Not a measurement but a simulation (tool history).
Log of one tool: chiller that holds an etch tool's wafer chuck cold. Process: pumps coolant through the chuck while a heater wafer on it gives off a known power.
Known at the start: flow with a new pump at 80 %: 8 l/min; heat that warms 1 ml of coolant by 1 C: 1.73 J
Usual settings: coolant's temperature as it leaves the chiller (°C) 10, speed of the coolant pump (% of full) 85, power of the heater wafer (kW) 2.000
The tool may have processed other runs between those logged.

run	day	coolant's temperature as it leaves the chiller (°C)	speed of the coolant pump (% of full)	power of the heater wafer (kW)	chuck's temperature once it has settled (°C)	how much warmer the coolant comes back (C)
1	0.000	10	85	2.000	30.5	8.17
2	1.592	10	85	2.000	30.5	8.19
3	2.438	10	85	2.000	30.4	8.18
4	4.050	10	85	2.000	30.6	8.18
5	5.671	2	85	2.000	22.6	8.14
6	7.538	2	85	2.000	22.7	8.17
7	8.562	2	85	2.000	22.8	8.17
# day 8.862: chiller's thermometer calibrated
8	10.496	2	86	2.000	22.3	8.13
9	12.038	2	86	2.238	24.8	9.06
10	13.425	10	85	1.797	28.4	7.43
11	14.767	10	85	1.797	28.5	7.44
12	16.242	10	85	2.000	30.6	8.23
13	18.125	19	85	2.000	39.7	8.23
14	19.988	19	85	2.000	39.7	8.33
15	21.746	19	68	2.000	44.3	10.47
16	22.846	19	68	2.320	48.6	12.17
17	24.104	6	85	1.887	25.6	7.82
18	25.296	6	82	1.139	18.2	4.94
19	26.833	9	82	1.384	24.0	5.95
20	28.604	9	82	1.384	24.0	5.94
21	30.421	13	85	2.238	36.3	9.31
22	32.050	0	66	1.206	16.0	6.58
23	33.042	10	69	2.000	35.3	10.51
24	33.829	10	69	2.000	35.3	10.37
25	34.958	10	69	2.000	35.5	10.44
26	36.742	9	73	1.652	29.0	8.07
27	38.242	9	73	1.652	29.1	8.14
28	39.708	10	99	1.032	19.6	3.63
29	40.762	10	85	1.719	28.4	7.26
30	42.062	10	85	1.719	28.4	7.26
31	43.792	10	85	1.719	28.3	7.23
32	45.317	18	86	2.000	39.3	8.33

Below are 4 alternative next runs, each starting from the tool's condition after run 32. Predict each:
A	46.171	10	80	2.000	?	?
B	46.171	9	88	2.000	?	?
C	46.171	18	90	2.000	?	?
D	46.171	15	86	2.000	?	?

run	chuck's temperature once it has settled (°C)	how much warmer the coolant comes back (C)
A	32.6	8.94
B	29.7	8.07
C	38.3	7.98
D	36.2	8.31
Without the tool's unlogged condition, the same runs would have read:
run	chuck's temperature once it has settled (°C)	how much warmer the coolant comes back (C)
A	30.6	8.63
B	27.8	7.80
C	36.5	7.71
D	34.3	8.03

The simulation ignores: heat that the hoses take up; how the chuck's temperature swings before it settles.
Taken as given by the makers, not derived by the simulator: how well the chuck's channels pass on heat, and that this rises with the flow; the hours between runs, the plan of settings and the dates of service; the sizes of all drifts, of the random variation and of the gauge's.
